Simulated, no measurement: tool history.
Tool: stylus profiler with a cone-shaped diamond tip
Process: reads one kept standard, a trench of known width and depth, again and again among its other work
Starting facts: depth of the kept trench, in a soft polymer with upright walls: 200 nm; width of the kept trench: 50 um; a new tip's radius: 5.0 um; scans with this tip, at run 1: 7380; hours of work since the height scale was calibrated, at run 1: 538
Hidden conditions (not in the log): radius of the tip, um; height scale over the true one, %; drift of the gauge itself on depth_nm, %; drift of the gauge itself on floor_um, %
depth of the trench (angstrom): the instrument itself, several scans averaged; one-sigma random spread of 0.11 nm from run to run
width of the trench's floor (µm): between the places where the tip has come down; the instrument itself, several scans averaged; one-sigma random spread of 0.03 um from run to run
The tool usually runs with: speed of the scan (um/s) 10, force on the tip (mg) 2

run	hour	speed of the scan (um/s)	force on the tip (mg)	scans with this tip	hours of work since the height scale was calibrated	depth of the trench (angstrom)	width of the trench's floor (µm)
1	0	10	2	7380	538	2024.9	46.88
2	22.2	10	2	7585	553	2026.7	46.78
3	54.9	10	2	7887	575	2026.1	46.8
4	77.4	10	2	8094	590	2025	46.8
5	107.6	10	2	8373	610	2024.7	46.78
6	157.7	10	2	8836	644	2026.7	46.79
7	189.7	10	2	9131	666	2024.4	46.72
8	216	10	1.35	9374	683	2018.4	46.7
9	249.4	10	1.35	9682	706	2019.1	46.66
10	299.7	10	1.35	10147	740	2019.4	46.68
11	337	10	1.35	10492	765	2016.4	46.64
12	375.9	34	2	10851	791	2024.8	46.56
13	410.2	34	2	11167	814	2023.7	46.54
14	457.5	6	2	11604	846	2025.3	46.62
15	487.5	10	4.44	11881	866	2041.5	46.6
16	509.1	7	2	12081	881	2023.5	46.66
17	536	7	2	12329	899	2023.2	46.6
18	562.5	7	2	12573	917	2023.7	46.63
19	599.8	4	0.82	12918	942	2013.1	46.62
20	639.7	4	3.17	13286	969	2034	46.64
21	681.7	4	3.17	13674	997	2033	46.58
22	704.7	23	5.4	13887	1012	2050.1	46.51
23	725.5	23	5.4	14079	1026	2048.5	46.55
24	748.9	3	1.49	14295	1042	2017.1	46.56
25	772.1	3	1.49	14509	1058	2020.1	46.59
26	799.1	3	1.15	14758	1076	2015.2	46.53
27	827.9	10	1.07	15024	1095	2015.7	46.5
28	872.9	3	2.36	15440	1126	2026.8	46.53
29	899.7	32	5.71	15687	1144	2050.1	46.43
30	940.3	32	5.71	16062	1171	2051.1	46.46
31	984	32	5.71	16465	1200	2051.6	46.41
32	1027.4	5	1.1	16866	1230	2014.8	46.43

Branching from run 32: 3 alternative next runs. What would each branch give?
A	1065.5	18	1.1	17218	1255	?	?
B	1065.5	4	1.18	17218	1255	?	?
C	1065.5	22	3.67	17218	1255	?	?

run	depth of the trench (angstrom)	width of the trench's floor (µm)
A	2014.9	46.36
B	2014	46.42
C	2036.9	46.4
Without the tool's unlogged condition, the same runs would have read:
run	depth of the trench (angstrom)	width of the trench's floor (µm)
A	2019.5	47.1
B	2018.6	47.16
C	2041.6	47.15
